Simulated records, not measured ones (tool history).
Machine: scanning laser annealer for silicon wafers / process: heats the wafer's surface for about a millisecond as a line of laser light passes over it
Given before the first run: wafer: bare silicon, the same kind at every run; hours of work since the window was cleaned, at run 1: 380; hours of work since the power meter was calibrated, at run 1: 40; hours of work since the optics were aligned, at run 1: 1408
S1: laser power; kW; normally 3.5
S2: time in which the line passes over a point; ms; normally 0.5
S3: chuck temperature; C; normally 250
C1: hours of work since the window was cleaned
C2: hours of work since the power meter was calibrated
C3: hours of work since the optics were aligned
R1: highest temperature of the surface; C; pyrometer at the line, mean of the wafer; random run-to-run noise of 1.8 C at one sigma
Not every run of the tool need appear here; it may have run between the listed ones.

| run | hour | S1 | S2 | S3 | C1 | C2 | C3 | R1 |
|---|---|---|---|---|---|---|---|---|
| 1 | 0 | 3.5 | 0.5 | 250 | 380 | 40 | 1408 | 1030 |
| 2 | 22.9 | 3.5 | 0.5 | 250 | 398 | 58 | 1426 | 1031 |
| 3 | 38.6 | 3.5 | 0.5 | 250 | 410 | 71 | 1439 | 1032 |
| 4 | 49.7 | 3.5 | 0.5 | 250 | 419 | 80 | 1448 | 1030 |
| 5 | 72.6 | 3.738 | 0.5 | 250 | 437 | 98 | 1466 | 1103 |
| 6 | 87.6 | 3.738 | 0.5 | 250 | 449 | 110 | 1478 | 1100 |
| 7 | 102.3 | 3.738 | 0.5 | 250 | 461 | 121 | 1489 | 1102 |
| 8 | 112.4 | 3.738 | 0.5 | 250 | 469 | 129 | 1497 | 1105 |
| 9 | 122.3 | 3.738 | 0.5 | 250 | 477 | 137 | 1505 | 1104 |
| 10 | 140.8 | 3.738 | 0.5 | 250 | 491 | 152 | 1520 | 1103 |
| 11 | 151.1 | 3.738 | 0.5 | 289 | 500 | 160 | 1528 | 1143 |
| 12 | 170 | 3.791 | 0.5 | 289 | 515 | 175 | 1543 | 1158 |
| 13 | 193 | 3.5 | 0.5 | 250 | 533 | 193 | 1561 | 1033 |
| 14 | 206.5 | 3.5 | 0.5 | 250 | 543 | 204 | 1572 | 1037 |
| 15 | 223.6 | 3.5 | 0.5 | 250 | 557 | 217 | 1585 | 1032 |
| 16 | 234.1 | 3.022 | 0.5 | 250 | 565 | 226 | 1594 | 898 |
| 17 | 248.5 | 3.344 | 0.522 | 289 | 577 | 237 | 1605 | 1047 |
| 18 | 263.7 | 3.013 | 0.5 | 281 | 589 | 249 | 1617 | 929 |
| 19 | 280 | 3.341 | 0.483 | 225 | 602 | 262 | 1630 | 952 |
| 20 | 300.7 | 3.653 | 0.552 | 270 | 618 | 279 | 1646 | 1147 |
| 21 | 318.6 | 3.064 | 0.588 | 219 | 632 | 293 | 1661 | 946 |
| 22 | 330.6 | 3.075 | 0.423 | 289 | 642 | 302 | 1670 | 892 |
| 23 | 345.8 | 3.492 | 0.501 | 216 | 654 | 314 | 1682 | 995 |
| 24 | 366.4 | 3.6 | 0.529 | 257 | 670 | 331 | 1699 | 1097 |
| 25 | 386.2 | 3.5 | 0.352 | 227 | 686 | 346 | 1714 | 871 |

Below are 4 alternative next runs, each starting from the tool's condition after run 25. Predict each:
| A | 400.2 | 3.5 | 0.475 | 245 | 697 | 357 | 1725 | ? |
| B | 400.2 | 3.5 | 0.599 | 250 | 697 | 357 | 1725 | ? |
| C | 400.2 | 3.5 | 0.5 | 273 | 697 | 357 | 1725 | ? |
| D | 400.2 | 3.548 | 0.396 | 225 | 697 | 357 | 1725 | ? |

| run | R1 |
|---|---|
| A | 1004 |
| B | 1120 |
| C | 1061 |
| D | 922 |
Take away the tool's hidden state, keep each run's random variation, and the runs would have read:
| run | R1 |
|---|---|
| A | 1005 |
| B | 1121 |
| C | 1062 |
| D | 923 |
